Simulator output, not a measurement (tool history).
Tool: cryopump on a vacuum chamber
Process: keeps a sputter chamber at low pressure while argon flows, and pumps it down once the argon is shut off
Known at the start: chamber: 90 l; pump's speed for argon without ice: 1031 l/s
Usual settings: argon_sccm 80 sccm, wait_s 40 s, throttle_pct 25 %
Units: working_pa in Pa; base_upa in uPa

run 1 hour=0 | argon_sccm=80 wait_s=40 throttle_pct=25 | working_pa=0.5326 base_upa=2.84
run 2 hour=13 | argon_sccm=80 wait_s=40 throttle_pct=25 | working_pa=0.5343 base_upa=2.8
run 3 hour=28 | argon_sccm=55 wait_s=40 throttle_pct=25 | working_pa=0.3674 base_upa=2.71
run 4 hour=43.8 | argon_sccm=55 wait_s=40 throttle_pct=25 | working_pa=0.3664 base_upa=2.87
run 5 hour=53.5 | argon_sccm=55 wait_s=40 throttle_pct=25 | working_pa=0.3695 base_upa=2.85
run 6 hour=74.1 | argon_sccm=99 wait_s=40 throttle_pct=25 | working_pa=0.6558 base_upa=2.83
run 7 hour=86.1 | argon_sccm=99 wait_s=40 throttle_pct=25 | working_pa=0.6626 base_upa=2.84
run 8 hour=99.6 | argon_sccm=99 wait_s=40 throttle_pct=25 | working_pa=0.6612 base_upa=2.88
run 9 hour=108.1 | argon_sccm=80 wait_s=40 throttle_pct=32 | working_pa=0.4212 base_upa=2.84
run 10 hour=125.8 | argon_sccm=80 wait_s=40 throttle_pct=25 | working_pa=0.5364 base_upa=2.81
run 11 hour=144.1 | argon_sccm=80 wait_s=26 throttle_pct=25 | working_pa=0.5368 base_upa=4.06
run 12 hour=153.7 | argon_sccm=80 wait_s=26 throttle_pct=25 | working_pa=0.5369 base_upa=3.99
run 13 hour=168.8 | argon_sccm=80 wait_s=26 throttle_pct=25 | working_pa=0.5355 base_upa=4.05
run 14 hour=183.4 | argon_sccm=80 wait_s=26 throttle_pct=25 | working_pa=0.5362 base_upa=4.02
run 15 hour=200 | argon_sccm=80 wait_s=26 throttle_pct=25 | working_pa=0.5355 base_upa=4.06
run 16 hour=216.2 | argon_sccm=80 wait_s=40 throttle_pct=25 | working_pa=0.536 base_upa=2.95
run 17 hour=228.1 | argon_sccm=80 wait_s=40 throttle_pct=25 | working_pa=0.5377 base_upa=2.98
run 18 hour=239.1 | argon_sccm=80 wait_s=22 throttle_pct=25 | working_pa=0.5395 base_upa=4.73
run 19 hour=257.9 | argon_sccm=92 wait_s=40 throttle_pct=58 | working_pa=0.2756 base_upa=2.91
run 20 hour=277.2 | argon_sccm=92 wait_s=40 throttle_pct=58 | working_pa=0.275 base_upa=2.93
run 21 hour=291 | argon_sccm=60 wait_s=88 throttle_pct=19 | working_pa=0.5312 base_upa=1.75
run 22 hour=311.1 | argon_sccm=60 wait_s=88 throttle_pct=19 | working_pa=0.5299 base_upa=1.74
run 23 hour=331.9 | argon_sccm=60 wait_s=268 throttle_pct=26 | working_pa=0.3892 base_upa=1.03
run 24 hour=343.8 | argon_sccm=35 wait_s=268 throttle_pct=26 | working_pa=0.2271 base_upa=1.08
run 25 hour=363.7 | argon_sccm=69 wait_s=233 throttle_pct=20 | working_pa=0.5796 base_upa=1.16
run 26 hour=383.8 | argon_sccm=158 wait_s=233 throttle_pct=59 | working_pa=0.4698 base_upa=1.15
run 27 hour=395.8 | argon_sccm=109 wait_s=40 throttle_pct=25 | working_pa=0.7328 base_upa=2.91
run 28 hour=407.3 | argon_sccm=109 wait_s=40 throttle_pct=25 | working_pa=0.738 base_upa=3
run 29 hour=420.6 | argon_sccm=106 wait_s=40 throttle_pct=43 | working_pa=0.4296 base_upa=2.88
run 30 hour=440.3 | argon_sccm=106 wait_s=40 throttle_pct=43 | working_pa=0.4257 base_upa=2.95
run 31 hour=452.5 | argon_sccm=106 wait_s=40 throttle_pct=43 | working_pa=0.4287 base_upa=3.04
run 32 hour=466.2 | argon_sccm=144 wait_s=172 throttle_pct=17 | working_pa=1.4187 base_upa=1.3
run 33 hour=477.6 | argon_sccm=94 wait_s=40 throttle_pct=26 | working_pa=0.6099 base_upa=2.99
run 34 hour=487.4 | argon_sccm=94 wait_s=40 throttle_pct=26 | working_pa=0.6105 base_upa=2.98
run 35 hour=499.2 | argon_sccm=33 wait_s=40 throttle_pct=26 | working_pa=0.2141 base_upa=2.93

Forecast each of these 4 alternatives for the next run:
run A hour=511.9 | argon_sccm=54 wait_s=120 throttle_pct=22 | working_pa=? base_upa=?
run B hour=511.9 | argon_sccm=43 wait_s=40 throttle_pct=26 | working_pa=? base_upa=?
run C hour=511.9 | argon_sccm=89 wait_s=22 throttle_pct=36 | working_pa=? base_upa=?
run D hour=511.9 | argon_sccm=33 wait_s=40 throttle_pct=34 | working_pa=? base_upa=?

run=A working_pa=0.4131 base_upa=1.52
run=B working_pa=0.2792 base_upa=2.97
run=C working_pa=0.4248 base_upa=4.86
run=D working_pa=0.1666 base_upa=3.04
Without the tool's hidden state the same runs would have given:
run=A working_pa=0.4007 base_upa=0.99
run=B working_pa=0.2693 base_upa=2.45
run=C working_pa=0.4042 base_upa=4.32
run=D working_pa=0.159 base_upa=2.5
